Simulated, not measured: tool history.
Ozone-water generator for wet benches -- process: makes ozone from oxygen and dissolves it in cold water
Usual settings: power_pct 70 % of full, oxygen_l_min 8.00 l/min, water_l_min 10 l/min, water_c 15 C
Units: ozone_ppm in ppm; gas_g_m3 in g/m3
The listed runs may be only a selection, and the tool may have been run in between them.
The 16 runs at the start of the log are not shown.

run,hour,power_pct,oxygen_l_min,water_l_min,water_c,ozone_ppm,gas_g_m3
17,385.3,66,8.00,10,15,28.0,136.1
18,413.7,66,8.00,10,15,27.7,137.1
19,434.6,45,4.41,10,15,24.7,150.3
20,466.9,42,10.58,8,13,24.2,94.7
21,490.3,42,6.19,8,16,25.4,124.0
22,519.5,82,9.92,7,10,39.6,137.1
23,538.5,77,14.31,13,20,20.4,109.8
24,566.8,77,14.31,13,20,20.2,111.3
# hour 586.6: water thermometer calibrated
25,588.3,77,14.31,13,20,20.7,111.2
26,602.3,77,14.31,13,20,20.6,110.3
27,628.5,77,14.31,13,20,20.3,110.1
28,659.1,70,8.00,6,15,35.7,139.9
29,686.0,70,8.00,6,15,36.3,139.5
30,701.1,64,4.43,10,16,29.1,179.4
31,733.1,64,11.97,6,16,29.2,109.7
32,763.9,52,7.14,9,11,28.9,126.6
33,784.3,52,7.14,9,11,28.8,126.6
34,803.8,70,13.08,11,10,27.5,108.5

3 options for the next run, each taken on its own from the tool as it stands now. Forecast them:
A,822.5,82,13.08,11,10,?,?
B,822.5,70,13.05,10,15,?,?
C,822.5,70,13.02,11,10,?,?

run,ozone_ppm,gas_g_m3
A,30.1,117.8
B,25.5,108.5
C,27.5,109.7
Stripped of hidden state, with their random variation kept, the same runs would have yielded:
run,ozone_ppm,gas_g_m3
A,31.3,118.9
B,26.5,109.5
C,28.6,110.6
